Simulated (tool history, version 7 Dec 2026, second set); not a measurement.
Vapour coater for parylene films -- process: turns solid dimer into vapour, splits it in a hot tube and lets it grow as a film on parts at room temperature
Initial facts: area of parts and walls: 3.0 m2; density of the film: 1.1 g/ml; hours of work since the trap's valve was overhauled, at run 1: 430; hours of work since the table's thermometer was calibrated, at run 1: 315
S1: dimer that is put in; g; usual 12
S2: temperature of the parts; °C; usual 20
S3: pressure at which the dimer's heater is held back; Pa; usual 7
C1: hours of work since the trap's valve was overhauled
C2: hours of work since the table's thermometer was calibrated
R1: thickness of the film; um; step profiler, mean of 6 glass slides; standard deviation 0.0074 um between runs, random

{"run": 1, "hour": 0.0, "S1": 12, "S2": 20, "S3": 7, "C1": 430, "C2": 315, "R1": 1.551}
{"run": 2, "hour": 13.6, "S1": 12, "S2": 20, "S3": 7, "C1": 435, "C2": 320, "R1": 1.543}
{"run": 3, "hour": 32.3, "S1": 12, "S2": 20, "S3": 7, "C1": 443, "C2": 328, "R1": 1.555}
{"run": 4, "hour": 43.5, "S1": 10, "S2": 20, "S3": 7, "C1": 448, "C2": 333, "R1": 1.291}
{"run": 5, "hour": 53.8, "S1": 12, "S2": 20, "S3": 7, "C1": 452, "C2": 337, "R1": 1.555}
{"run": 6, "hour": 69.1, "S1": 12, "S2": 20, "S3": 7, "C1": 459, "C2": 343, "R1": 1.538}
{"run": 7, "hour": 84.2, "S1": 12, "S2": 20, "S3": 7, "C1": 465, "C2": 350, "R1": 1.537}
{"run": 8, "hour": 102.0, "S1": 12, "S2": 20, "S3": 7, "C1": 472, "C2": 357, "R1": 1.554}
{"run": 9, "hour": 117.4, "S1": 12, "S2": 20, "S3": 7, "C1": 479, "C2": 363, "R1": 1.554}
{"run": 10, "hour": 134.9, "S1": 10, "S2": 20, "S3": 2.68, "C1": 486, "C2": 371, "R1": 1.549}
{"run": 11, "hour": 148.2, "S1": 10, "S2": 20, "S3": 4.5, "C1": 491, "C2": 376, "R1": 1.403}
{"run": 12, "hour": 159.3, "S1": 10, "S2": 13, "S3": 2.69, "C1": 496, "C2": 381, "R1": 1.724}
{"run": 13, "hour": 177.2, "S1": 10, "S2": 13, "S3": 2.69, "C1": 503, "C2": 388, "R1": 1.717}
{"run": 14, "hour": 198.1, "S1": 18, "S2": 17, "S3": 2.44, "C1": 512, "C2": 397, "R1": 2.953}
{"run": 15, "hour": 214.3, "S1": 9, "S2": 20, "S3": 3.2, "C1": 519, "C2": 404, "R1": 1.341}
{"run": 16, "hour": 224.6, "S1": 9, "S2": 20, "S3": 3.2, "C1": 523, "C2": 408, "R1": 1.324}
{"run": 17, "hour": 239.2, "S1": 9, "S2": 20, "S3": 3.2, "C1": 529, "C2": 414, "R1": 1.323}
{"run": 18, "hour": 250.7, "S1": 12, "S2": 15, "S3": 2.4, "C1": 534, "C2": 419, "R1": 2.031}

Hidden state or all else? Some run-to-run changes of R1, split into what the settings, what came in and random variation would give without the hidden state, and what is left for the hidden state (with any gauge scatter that isn't in both results):
Hidden state at play: vapour lost through the trap's worn valve, %; true temperature of the parts over the reading, C; drift of the gauge itself on film_um, %.
Run 14 -> 15: S1 18 -> 9, S2 17 -> 20, S3 2.44 -> 3.2. R1 -1.612 um: hidden state +0.151, all else -1.763.
